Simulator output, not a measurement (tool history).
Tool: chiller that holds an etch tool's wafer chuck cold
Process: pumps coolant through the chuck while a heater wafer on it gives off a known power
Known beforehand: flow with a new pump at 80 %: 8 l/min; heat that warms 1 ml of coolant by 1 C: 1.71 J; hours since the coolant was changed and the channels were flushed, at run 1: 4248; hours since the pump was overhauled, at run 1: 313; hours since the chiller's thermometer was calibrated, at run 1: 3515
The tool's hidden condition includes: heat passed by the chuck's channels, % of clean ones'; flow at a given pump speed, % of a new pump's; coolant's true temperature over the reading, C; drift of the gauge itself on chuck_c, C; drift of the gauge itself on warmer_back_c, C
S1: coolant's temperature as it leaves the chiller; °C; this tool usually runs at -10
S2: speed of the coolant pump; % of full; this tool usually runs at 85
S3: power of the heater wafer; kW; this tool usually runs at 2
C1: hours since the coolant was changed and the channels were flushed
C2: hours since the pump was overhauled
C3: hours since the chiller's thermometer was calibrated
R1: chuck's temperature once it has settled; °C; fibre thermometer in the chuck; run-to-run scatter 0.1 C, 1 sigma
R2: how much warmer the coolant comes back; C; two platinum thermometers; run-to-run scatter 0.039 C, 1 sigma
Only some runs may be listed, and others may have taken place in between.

{"run": 1, "hour": 0.0, "S1": -10, "S2": 85, "S3": 2, "C1": 4248, "C2": 313, "C3": 3515, "R1": 11.3, "R2": 8.22}
{"run": 2, "hour": 116.8, "S1": -10, "S2": 92, "S3": 2, "C1": 4364, "C2": 429, "C3": 3632, "R1": 10.2, "R2": 7.55}
{"run": 3, "hour": 186.3, "S1": -10, "S2": 92, "S3": 2, "C1": 4434, "C2": 499, "C3": 3701, "R1": 10.2, "R2": 7.57}
{"hour": 202.1, "done": "chiller's thermometer calibrated"}
{"run": 4, "hour": 263.9, "S1": -20, "S2": 85, "S3": 2, "C1": 4510, "C2": 576, "C3": 62, "R1": 1.7, "R2": 8.25}
{"run": 5, "hour": 360.6, "S1": -10, "S2": 85, "S3": 2, "C1": 4607, "C2": 672, "C3": 158, "R1": 11.7, "R2": 8.34}
{"run": 6, "hour": 489.1, "S1": -10, "S2": 65, "S3": 2, "C1": 4736, "C2": 801, "C3": 287, "R1": 17, "R2": 11.07}
{"run": 7, "hour": 642.2, "S1": -10, "S2": 65, "S3": 2, "C1": 4889, "C2": 954, "C3": 440, "R1": 17.1, "R2": 11.11}
{"run": 8, "hour": 715.7, "S1": -10, "S2": 65, "S3": 2, "C1": 4962, "C2": 1027, "C3": 514, "R1": 17.2, "R2": 11.04}
{"run": 9, "hour": 811.7, "S1": -10, "S2": 65, "S3": 2, "C1": 5058, "C2": 1123, "C3": 610, "R1": 17.2, "R2": 11.04}
{"run": 10, "hour": 954.7, "S1": -10, "S2": 69, "S3": 2.269, "C1": 5201, "C2": 1266, "C3": 753, "R1": 19.7, "R2": 11.77}

Consider 5 possible next runs. They are alternatives, not a sequence: every one starts from the tool as it was left by run 10. What does each give?
{"run": "A", "hour": 1110.6, "S1": -9, "S2": 69, "S3": 2.269, "C1": 5357, "C2": 1422, "C3": 908, "R1": "?", "R2": "?"}
{"run": "B", "hour": 1110.6, "S1": -5, "S2": 69, "S3": 1.258, "C1": 5357, "C2": 1422, "C3": 908, "R1": "?", "R2": "?"}
{"run": "C", "hour": 1110.6, "S1": -12, "S2": 85, "S3": 1.861, "C1": 5357, "C2": 1422, "C3": 908, "R1": "?", "R2": "?"}
{"run": "D", "hour": 1110.6, "S1": -10, "S2": 64, "S3": 1.371, "C1": 5357, "C2": 1422, "C3": 908, "R1": "?", "R2": "?"}
{"run": "E", "hour": 1110.6, "S1": -4, "S2": 61, "S3": 2.541, "C1": 5357, "C2": 1422, "C3": 908, "R1": "?", "R2": "?"}

run=A R1=20.6 R2=11.9
run=B R1=11.4 R2=6.61
run=C R1=8.6 R2=7.74
run=D R1=8.9 R2=7.75
run=E R1=32.8 R2=15.11
With the hidden condition removed and each run's random variation left untouched, the same runs would have given:
run=A R1=17.5 R2=11.68
run=B R1=9.8 R2=6.49
run=C R1=6.4 R2=7.6
run=D R1=7 R2=7.6
run=E R1=28.8 R2=14.82
